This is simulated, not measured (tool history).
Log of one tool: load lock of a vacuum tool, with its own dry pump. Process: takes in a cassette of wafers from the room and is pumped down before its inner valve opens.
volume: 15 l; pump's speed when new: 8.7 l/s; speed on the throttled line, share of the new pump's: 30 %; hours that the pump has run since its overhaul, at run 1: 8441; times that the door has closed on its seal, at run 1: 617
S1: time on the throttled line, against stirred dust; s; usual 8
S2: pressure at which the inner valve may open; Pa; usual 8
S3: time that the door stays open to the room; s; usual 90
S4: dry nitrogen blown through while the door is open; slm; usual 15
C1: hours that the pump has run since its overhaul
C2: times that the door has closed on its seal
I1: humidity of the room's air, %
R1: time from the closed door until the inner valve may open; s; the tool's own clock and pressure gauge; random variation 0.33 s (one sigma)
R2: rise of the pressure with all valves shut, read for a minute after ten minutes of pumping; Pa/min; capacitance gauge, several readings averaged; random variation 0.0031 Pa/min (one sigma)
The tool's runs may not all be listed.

{"run": 1, "day": 0.0, "S1": 8, "S2": 8, "S3": 90, "S4": 15, "C1": 8441, "C2": 617, "I1": 45.6, "R1": 25.9, "R2": 0.078}
{"run": 2, "day": 11.942, "S1": 8, "S2": 8, "S3": 90, "S4": 15, "C1": 8728, "C2": 1355, "I1": 43.8, "R1": 25.1, "R2": 0.07}
{"run": 3, "day": 18.5, "S1": 8, "S2": 8, "S3": 90, "S4": 15, "C1": 8885, "C2": 1760, "I1": 45.5, "R1": 25.4, "R2": 0.083}
{"run": 4, "day": 31.321, "S1": 8, "S2": 8, "S3": 90, "S4": 15, "C1": 9193, "C2": 2553, "I1": 45.8, "R1": 25.6, "R2": 0.095}
{"run": 5, "day": 43.65, "S1": 8, "S2": 11, "S3": 90, "S4": 15, "C1": 9489, "C2": 3316, "I1": 45.3, "R1": 24.0, "R2": 0.106}
{"run": 6, "day": 57.167, "S1": 8, "S2": 8, "S3": 198, "S4": 15, "C1": 9813, "C2": 4151, "I1": 45.3, "R1": 26.1, "R2": 0.156}
{"run": 7, "day": 65.65, "S1": 8, "S2": 8, "S3": 198, "S4": 15, "C1": 10017, "C2": 4676, "I1": 44.6, "R1": 26.6, "R2": 0.157}
{"run": 8, "day": 77.925, "S1": 8, "S2": 8, "S3": 90, "S4": 15, "C1": 10311, "C2": 5435, "I1": 44.3, "R1": 26.4, "R2": 0.147}
{"run": 9, "day": 86.821, "S1": 8, "S2": 8, "S3": 90, "S4": 15, "C1": 10525, "C2": 5985, "I1": 46.6, "R1": 26.7, "R2": 0.152}
{"run": 10, "day": 100.942, "S1": 8, "S2": 8, "S3": 90, "S4": 15, "C1": 10864, "C2": 6857, "I1": 46.0, "R1": 26.4, "R2": 0.164}
{"run": 11, "day": 107.583, "S1": 8, "S2": 8, "S3": 90, "S4": 15, "C1": 11023, "C2": 7268, "I1": 42.4, "R1": 27.5, "R2": 0.17}
{"run": 12, "day": 116.396, "S1": 8, "S2": 8, "S3": 90, "S4": 15, "C1": 11235, "C2": 7813, "I1": 44.3, "R1": 26.8, "R2": 0.187}
{"run": 13, "day": 125.304, "S1": 7, "S2": 8, "S3": 90, "S4": 15, "C1": 11449, "C2": 8364, "I1": 48.4, "R1": 25.9, "R2": 0.204}
{"day": 135.929, "done": "dry pump taken out, an overhauled one fitted"}
{"run": 14, "day": 137.675, "S1": 7, "S2": 8, "S3": 90, "S4": 15, "C1": 42, "C2": 9113, "I1": 43.3, "R1": 21.5, "R2": 0.214}
{"run": 15, "day": 143.588, "S1": 7, "S2": 8, "S3": 90, "S4": 15, "C1": 184, "C2": 9479, "I1": 48.3, "R1": 21.6, "R2": 0.228}
{"run": 16, "day": 154.375, "S1": 7, "S2": 8, "S3": 90, "S4": 15, "C1": 443, "C2": 10146, "I1": 48.0, "R1": 21.5, "R2": 0.254}
{"run": 17, "day": 168.088, "S1": 7, "S2": 8, "S3": 90, "S4": 15, "C1": 772, "C2": 10993, "I1": 44.6, "R1": 21.6, "R2": 0.267}
{"run": 18, "day": 180.029, "S1": 7, "S2": 8, "S3": 90, "S4": 15, "C1": 1058, "C2": 11732, "I1": 43.4, "R1": 22.3, "R2": 0.282}
{"run": 19, "day": 187.112, "S1": 7, "S2": 8, "S3": 90, "S4": 15, "C1": 1228, "C2": 12170, "I1": 43.1, "R1": 21.9, "R2": 0.299}
{"run": 20, "day": 198.371, "S1": 8, "S2": 8, "S3": 163, "S4": 36, "C1": 1499, "C2": 12866, "I1": 43.8, "R1": 22.5, "R2": 0.326}
{"run": 21, "day": 212.646, "S1": 11, "S2": 8, "S3": 163, "S4": 36, "C1": 1841, "C2": 13748, "I1": 44.3, "R1": 25.0, "R2": 0.364}
{"run": 22, "day": 219.15, "S1": 8, "S2": 13, "S3": 29, "S4": 15, "C1": 1997, "C2": 14150, "I1": 45.6, "R1": 21.3, "R2": 0.337}
{"run": 23, "day": 228.467, "S1": 9, "S2": 13, "S3": 107, "S4": 6, "C1": 2221, "C2": 14726, "I1": 42.5, "R1": 22.7, "R2": 0.414}
{"run": 24, "day": 234.65, "S1": 9, "S2": 7, "S3": 90, "S4": 15, "C1": 2369, "C2": 15109, "I1": 45.1, "R1": 24.2, "R2": 0.405}
{"run": 25, "day": 243.988, "S1": 9, "S2": 7, "S3": 179, "S4": 14, "C1": 2593, "C2": 15686, "I1": 41.5, "R1": 24.1, "R2": 0.438}
{"run": 26, "day": 254.512, "S1": 9, "S2": 10, "S3": 179, "S4": 14, "C1": 2846, "C2": 16337, "I1": 47.3, "R1": 23.7, "R2": 0.487}
{"run": 27, "day": 266.483, "S1": 9, "S2": 10, "S3": 179, "S4": 14, "C1": 3133, "C2": 17077, "I1": 46.4, "R1": 23.3, "R2": 0.509}
{"run": 28, "day": 274.962, "S1": 9, "S2": 10, "S3": 179, "S4": 14, "C1": 3337, "C2": 17601, "I1": 43.6, "R1": 24.0, "R2": 0.521}
{"run": 29, "day": 284.825, "S1": 4, "S2": 15, "S3": 53, "S4": 15, "C1": 3573, "C2": 18211, "I1": 45.3, "R1": 19.4, "R2": 0.502}
{"run": 30, "day": 297.258, "S1": 4, "S2": 15, "S3": 53, "S4": 15, "C1": 3872, "C2": 18979, "I1": 46.5, "R1": 19.9, "R2": 0.534}
{"run": 31, "day": 304.442, "S1": 9, "S2": 8, "S3": 90, "S4": 11, "C1": 4044, "C2": 19424, "I1": 46.6, "R1": 24.3, "R2": 0.571}
{"run": 32, "day": 318.779, "S1": 9, "S2": 8, "S3": 90, "S4": 11, "C1": 4388, "C2": 20310, "I1": 43.2, "R1": 24.1, "R2": 0.626}
{"run": 33, "day": 330.75, "S1": 9, "S2": 8, "S3": 90, "S4": 11, "C1": 4676, "C2": 21050, "I1": 46.4, "R1": 24.4, "R2": 0.652}
{"run": 34, "day": 343.2, "S1": 9, "S2": 8, "S3": 90, "S4": 11, "C1": 4974, "C2": 21820, "I1": 45.2, "R1": 25.2, "R2": 0.691}
{"day": 346.296, "done": "door's seal changed, seat wiped"}
{"run": 35, "day": 350.696, "S1": 8, "S2": 6, "S3": 176, "S4": 14, "C1": 5153, "C2": 272, "I1": 45.5, "R1": 24.1, "R2": 0.106}
{"run": 36, "day": 361.617, "S1": 8, "S2": 6, "S3": 90, "S4": 11, "C1": 5415, "C2": 948, "I1": 47.4, "R1": 25.1, "R2": 0.086}
{"run": 37, "day": 372.108, "S1": 10, "S2": 16, "S3": 90, "S4": 15, "C1": 5667, "C2": 1596, "I1": 41.4, "R1": 24.0, "R2": 0.081}
{"run": 38, "day": 378.3, "S1": 15, "S2": 8, "S3": 61, "S4": 6, "C1": 5815, "C2": 1979, "I1": 46.1, "R1": 28.8, "R2": 0.09}

How the hidden state differs across the entries between the runs, from the last listed run before each to the first after it:
Between runs 13 and 14: dry pump taken out, an overhauled one fitted (day 135.929)
  pump's speed, % of a new pump's: 75.3 -> 98.8; leak at the door's seal, Pa l/s: 0.0362 -> 0.0404
  measured less the result without the state, R1: +4.7 -> +0.2 s; R2: +0.137 -> +0.156 Pa/min
Between runs 34 and 35: door's seal changed, seat wiped (day 346.296)
  pump's speed, % of a new pump's: 88 -> 87.7; leak at the door's seal, Pa l/s: 0.1558 -> 0.0032
  measured less the result without the state, R1: +2.0 -> +2.0 s; R2: +0.623 -> +0.005 Pa/min

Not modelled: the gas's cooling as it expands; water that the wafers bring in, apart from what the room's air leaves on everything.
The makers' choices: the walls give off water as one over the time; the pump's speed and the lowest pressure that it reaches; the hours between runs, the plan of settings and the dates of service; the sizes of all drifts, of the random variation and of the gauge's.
